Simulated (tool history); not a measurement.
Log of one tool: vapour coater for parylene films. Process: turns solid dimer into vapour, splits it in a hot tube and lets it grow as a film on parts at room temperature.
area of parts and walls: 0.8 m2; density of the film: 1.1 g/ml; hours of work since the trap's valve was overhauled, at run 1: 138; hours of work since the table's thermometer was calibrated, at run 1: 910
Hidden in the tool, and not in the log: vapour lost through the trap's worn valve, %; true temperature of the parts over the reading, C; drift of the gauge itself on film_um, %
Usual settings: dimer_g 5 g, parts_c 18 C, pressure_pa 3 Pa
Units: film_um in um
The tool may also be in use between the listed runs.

run   hour  dimer_g  parts_c  pressure_pa  hours of work since the trap's valve was overhauled  hours of work since the table's thermometer was calibrated  film_um
  1      0        5       18            3                                                  138                                                         910     4.38
  2   47.2        5       18            3                                                  160                                                         931     4.34
  3   76.4        5       30            3                                                  173                                                         944     2.64
  4  129.2        5       30            3                                                  197                                                         968     2.66
  5  166.6        5       18          5.3                                                  214                                                         985     4.11
  6  208.1        3       18          5.3                                                  233                                                        1004     2.43
  7  265.8        3       18          5.3                                                  259                                                        1031     2.47
  8  313.7        3       18          5.3                                                  281                                                        1052     2.44
  9  363.5        5       22         5.96                                                  304                                                        1075     3.44
 10  387.3        5       22         5.96                                                  314                                                        1086     3.41
 11  426.9        5       22         5.96                                                  332                                                        1104     3.43
 12  466.3        5       16         2.06                                                  350                                                        1122     4.74
 13  496.3        5       16         2.06                                                  364                                                        1135     4.74
 14  536.1        3       12            3                                                  382                                                        1154      3.2
 15  587.7        3       12            3                                                  406                                                        1177     3.18
 16    619        2       14         8.12                                                  420                                                        1191     1.82

The same runs without the tool's hidden state, with the same run-to-run variation:
run  film_um
  1     4.54
  2     4.52
  3     2.76
  4     2.78
  5     4.31
  6     2.56
  7      2.6
  8     2.58
  9     3.64
 10     3.62
 11     3.65
 12     5.06
 13     5.06
 14     3.34
 15     3.32
 16     1.96

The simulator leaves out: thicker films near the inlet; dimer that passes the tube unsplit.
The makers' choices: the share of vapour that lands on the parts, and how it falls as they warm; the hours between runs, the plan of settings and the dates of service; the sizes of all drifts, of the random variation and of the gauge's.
